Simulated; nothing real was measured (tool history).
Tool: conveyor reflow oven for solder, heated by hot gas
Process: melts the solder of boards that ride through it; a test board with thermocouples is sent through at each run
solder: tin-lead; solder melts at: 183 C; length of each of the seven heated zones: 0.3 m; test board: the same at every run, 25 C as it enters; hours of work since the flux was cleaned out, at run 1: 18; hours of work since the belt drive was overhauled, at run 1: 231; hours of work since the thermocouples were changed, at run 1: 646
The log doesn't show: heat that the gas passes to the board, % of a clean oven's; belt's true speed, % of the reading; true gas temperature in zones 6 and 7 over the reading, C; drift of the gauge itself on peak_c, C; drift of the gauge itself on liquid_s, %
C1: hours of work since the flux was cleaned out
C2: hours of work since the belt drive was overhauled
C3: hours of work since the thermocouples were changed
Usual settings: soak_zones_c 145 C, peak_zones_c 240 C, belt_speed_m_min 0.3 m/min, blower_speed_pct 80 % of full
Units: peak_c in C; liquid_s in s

{"run": 1, "hour": 0.0, "soak_zones_c": 145, "peak_zones_c": 240, "belt_speed_m_min": 0.3, "blower_speed_pct": 80, "C1": 18, "C2": 231, "C3": 646, "peak_c": 227.5, "liquid_s": 105.5}
{"run": 2, "hour": 16.6, "soak_zones_c": 145, "peak_zones_c": 228, "belt_speed_m_min": 0.3, "blower_speed_pct": 80, "C1": 27, "C2": 240, "C3": 655, "peak_c": 217.1, "liquid_s": 95.3}
{"run": 3, "hour": 34.4, "soak_zones_c": 145, "peak_zones_c": 228, "belt_speed_m_min": 0.3, "blower_speed_pct": 80, "C1": 37, "C2": 250, "C3": 665, "peak_c": 216.5, "liquid_s": 95.5}
{"run": 4, "hour": 47.5, "soak_zones_c": 145, "peak_zones_c": 228, "belt_speed_m_min": 0.3, "blower_speed_pct": 80, "C1": 44, "C2": 257, "C3": 672, "peak_c": 216.6, "liquid_s": 96.1}
{"run": 5, "hour": 57.7, "soak_zones_c": 145, "peak_zones_c": 253, "belt_speed_m_min": 0.3, "blower_speed_pct": 80, "C1": 50, "C2": 262, "C3": 678, "peak_c": 239.1, "liquid_s": 113.9}
{"run": 6, "hour": 72.3, "soak_zones_c": 145, "peak_zones_c": 240, "belt_speed_m_min": 0.3, "blower_speed_pct": 80, "C1": 58, "C2": 270, "C3": 686, "peak_c": 226.8, "liquid_s": 105.2}
{"run": 7, "hour": 93.0, "soak_zones_c": 145, "peak_zones_c": 240, "belt_speed_m_min": 0.3, "blower_speed_pct": 80, "C1": 69, "C2": 282, "C3": 697, "peak_c": 226.9, "liquid_s": 104.9}

Forecast run 8:
{"run": 8, "hour": 115.0, "soak_zones_c": 145, "peak_zones_c": 240, "belt_speed_m_min": 0.3, "blower_speed_pct": 80, "C1": 81, "C2": 294, "C3": 709, "peak_c": "?", "liquid_s": "?"}

{"run 8": {"peak_c": 227.3, "liquid_s": 105.4}}
Without the tool's hidden state the same run would have given peak_c 228.5 C, liquid_s 105.8 s.

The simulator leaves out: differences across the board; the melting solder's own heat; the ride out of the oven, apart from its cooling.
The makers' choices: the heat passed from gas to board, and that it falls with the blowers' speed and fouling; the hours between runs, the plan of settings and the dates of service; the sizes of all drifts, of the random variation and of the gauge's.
